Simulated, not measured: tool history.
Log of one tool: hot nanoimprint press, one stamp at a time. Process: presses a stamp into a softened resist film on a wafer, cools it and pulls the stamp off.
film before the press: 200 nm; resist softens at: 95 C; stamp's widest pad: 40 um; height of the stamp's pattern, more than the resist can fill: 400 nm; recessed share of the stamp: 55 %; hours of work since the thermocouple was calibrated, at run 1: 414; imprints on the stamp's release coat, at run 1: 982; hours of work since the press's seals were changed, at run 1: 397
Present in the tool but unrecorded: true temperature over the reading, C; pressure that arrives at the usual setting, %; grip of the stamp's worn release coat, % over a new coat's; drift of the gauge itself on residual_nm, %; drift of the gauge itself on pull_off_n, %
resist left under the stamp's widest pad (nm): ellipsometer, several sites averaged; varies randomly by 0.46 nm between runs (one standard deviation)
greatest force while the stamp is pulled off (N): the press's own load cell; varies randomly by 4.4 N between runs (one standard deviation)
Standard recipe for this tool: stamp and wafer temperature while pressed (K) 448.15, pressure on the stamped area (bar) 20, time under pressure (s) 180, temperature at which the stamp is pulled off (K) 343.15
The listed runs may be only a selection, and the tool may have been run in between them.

| run | hour | stamp and wafer temperature while pressed (K) | pressure on the stamped area (bar) | time under pressure (s) | temperature at which the stamp is pulled off (K) | hours of work since the thermocouple was calibrated | imprints on the stamp's release coat | hours of work since the press's seals were changed | resist left under the stamp's widest pad (nm) | greatest force while the stamp is pulled off (N) |
|---|---|---|---|---|---|---|---|---|---|---|
| 1 | 0 | 448.15 | 20 | 180 | 343.15 | 414 | 982 | 397 | 102 | 250 |
| 2 | 23.2 | 448.15 | 20 | 131 | 343.15 | 427 | 1034 | 410 | 113.8 | 255 |
| 3 | 36.8 | 448.15 | 20 | 131 | 343.15 | 434 | 1065 | 417 | 114.6 | 258 |
| 4 | 63.3 | 448.15 | 20 | 131 | 343.15 | 449 | 1125 | 432 | 113.9 | 255 |
| 5 | 91.6 | 448.15 | 20 | 180 | 343.15 | 464 | 1189 | 447 | 101.1 | 271 |
| 6 | 119.6 | 448.15 | 20 | 180 | 343.15 | 479 | 1252 | 462 | 101.4 | 263 |
| 7 | 137.1 | 448.15 | 20 | 157 | 343.15 | 489 | 1291 | 472 | 105.9 | 268 |
| 8 | 160 | 448.15 | 20 | 157 | 343.15 | 501 | 1343 | 484 | 105.8 | 274 |
| 9 | 184.3 | 448.15 | 20 | 157 | 343.15 | 514 | 1398 | 497 | 105.6 | 270 |
| 10 | 210.8 | 448.15 | 20 | 157 | 343.15 | 529 | 1458 | 512 | 106.2 | 270 |
| 11 | 237.2 | 448.15 | 20 | 345 | 343.15 | 543 | 1518 | 526 | 76.9 | 274 |
| 12 | 257.9 | 448.15 | 12.7 | 180 | 343.15 | 554 | 1564 | 537 | 117.1 | 275 |
|  | 281 | plate thermocouple calibrated |
| 13 | 283.1 | 448.15 | 20 | 180 | 343.15 | 1 | 1615 | 549 | 108.2 | 302 |
| 14 | 305.1 | 448.15 | 20 | 180 | 343.15 | 13 | 1665 | 561 | 108 | 297 |
| 15 | 332.7 | 448.15 | 20 | 180 | 343.15 | 28 | 1727 | 576 | 107.6 | 294 |
| 16 | 344.1 | 448.15 | 20 | 180 | 331.15 | 34 | 1753 | 583 | 108.4 | 391 |
| 17 | 355.9 | 448.15 | 20 | 182 | 351.15 | 41 | 1779 | 589 | 106 | 243 |
| 18 | 370.5 | 452.15 | 20 | 180 | 343.15 | 49 | 1812 | 597 | 93.6 | 314 |
|  | 384 | stamp cleaned and given a new release coat |
| 19 | 399.5 | 448.15 | 26.2 | 171 | 349.15 | 61 | 35 | 609 | 99.9 | 183 |
| 20 | 425.2 | 448.15 | 26.2 | 171 | 349.15 | 75 | 93 | 623 | 98.7 | 191 |
| 21 | 439.2 | 448.15 | 28.7 | 269 | 349.15 | 83 | 125 | 631 | 79.9 | 192 |
| 22 | 466.3 | 448.15 | 22.9 | 278 | 349.15 | 97 | 186 | 646 | 86.3 | 195 |
| 23 | 478.4 | 441.15 | 22.9 | 278 | 348.15 | 104 | 214 | 652 | 114.5 | 195 |
| 24 | 492.8 | 444.15 | 15 | 100 | 345.15 | 112 | 246 | 660 | 154.1 | 204 |
| 25 | 516.1 | 444.15 | 15 | 100 | 345.15 | 124 | 299 | 673 | 153.8 | 214 |
| 26 | 540.5 | 444.15 | 15 | 297 | 345.15 | 138 | 354 | 686 | 115.2 | 225 |
| 27 | 562.2 | 452.15 | 20 | 133 | 343.15 | 149 | 403 | 698 | 102.8 | 224 |
| 28 | 580.2 | 452.15 | 20 | 133 | 343.15 | 159 | 444 | 707 | 102.5 | 227 |
| 29 | 605 | 439.15 | 20 | 133 | 350.15 | 173 | 500 | 721 | 153.7 | 205 |
| 30 | 630.3 | 455.15 | 29.7 | 133 | 337.15 | 186 | 557 | 735 | 78.1 | 266 |

Each row is a separate what-if for the run after 30, all from the same tool condition, not one after another. Results?
| A | 654.3 | 458.15 | 20 | 180 | 343.15 | 199 | 611 | 748 | ? | ? |
| B | 654.3 | 448.15 | 19.3 | 196 | 343.15 | 199 | 611 | 748 | ? | ? |
| C | 654.3 | 455.15 | 18 | 133 | 337.15 | 199 | 611 | 748 | ? | ? |

| run | resist left under the stamp's widest pad (nm) | greatest force while the stamp is pulled off (N) |
|---|---|---|
| A | 72.4 | 231 |
| B | 103.5 | 244 |
| C | 95.8 | 263 |
Stripped of hidden state, with their random variation kept, the same runs would have yielded:
| run | resist left under the stamp's widest pad (nm) | greatest force while the stamp is pulled off (N) |
|---|---|---|
| A | 73.2 | 206 |
| B | 104.9 | 217 |
| C | 97 | 234 |

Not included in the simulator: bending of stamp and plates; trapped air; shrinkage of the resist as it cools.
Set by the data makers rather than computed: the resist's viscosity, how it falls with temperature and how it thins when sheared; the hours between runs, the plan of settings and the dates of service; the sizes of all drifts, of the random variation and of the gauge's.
